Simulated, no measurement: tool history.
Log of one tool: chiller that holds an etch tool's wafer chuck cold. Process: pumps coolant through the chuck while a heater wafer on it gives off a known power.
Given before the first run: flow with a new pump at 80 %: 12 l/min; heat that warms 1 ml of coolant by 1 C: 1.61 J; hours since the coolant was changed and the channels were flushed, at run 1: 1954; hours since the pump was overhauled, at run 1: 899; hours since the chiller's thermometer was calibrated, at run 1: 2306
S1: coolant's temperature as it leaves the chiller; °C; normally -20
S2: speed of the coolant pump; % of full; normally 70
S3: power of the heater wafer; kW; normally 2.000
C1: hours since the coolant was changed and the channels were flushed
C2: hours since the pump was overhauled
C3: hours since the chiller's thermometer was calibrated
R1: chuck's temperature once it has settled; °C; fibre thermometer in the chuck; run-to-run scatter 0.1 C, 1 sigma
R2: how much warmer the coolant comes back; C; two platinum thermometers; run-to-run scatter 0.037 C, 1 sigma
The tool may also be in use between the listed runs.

run,day,S1,S2,S3,C1,C2,C3,R1,R2
1,0.000,-20,70,2.000,1954,899,2306,0.8,7.17
2,2.554,-20,70,2.000,2016,961,2367,0.7,7.19
3,6.775,-20,70,2.000,2117,1062,2469,0.6,7.30
4,9.354,-20,70,2.000,2179,1124,2530,0.7,7.20
5,12.275,-20,70,2.711,2249,1194,2601,8.1,9.85
6,16.942,-20,70,2.711,2361,1306,2713,8.4,9.79
7,20.925,-20,70,2.711,2457,1401,2808,8.4,9.91
8,23.367,-20,70,2.000,2515,1460,2867,1.1,7.24
9,27.583,-20,70,2.000,2616,1561,2968,1.4,7.29
10,32.579,-20,70,2.000,2736,1681,3088,1.1,7.28
11,36.158,-11,70,2.685,2822,1767,3174,17.6,9.86
12,40.033,-20,70,1.382,2915,1860,3267,-5.1,5.07
13,45.004,-23,61,1.011,3034,1979,3386,-10.8,4.20
14,50.350,-23,61,1.011,3163,2108,3514,-10.6,4.26
15,55.167,-27,70,2.000,3278,2223,3630,-5.5,7.32
16,57.962,-27,70,2.000,3345,2290,3697,-5.4,7.38
17,62.579,-20,86,1.178,3456,2401,3808,-9.1,3.58
18,67.838,-22,79,2.027,3582,2527,3934,-2.0,6.70
19,70.300,-22,84,2.027,3642,2586,3993,-3.0,6.28

Forecast each of these 4 alternatives for the next run:
A,74.200,-24,100,1.348,3735,2680,4087,?,?
B,74.200,-23,81,2.027,3735,2680,4087,?,?
C,74.200,-19,72,1.033,3735,2680,4087,?,?
D,74.200,-11,70,1.208,3735,2680,4087,?,?

run,R1,R2
A,-13.0,3.53
B,-3.4,6.56
C,-7.8,3.75
D,2.2,4.51
With the hidden condition removed and each run's random variation left untouched, the same runs would have given:
run,R1,R2
A,-14.2,3.37
B,-5.4,6.26
C,-9.1,3.58
D,0.8,4.31
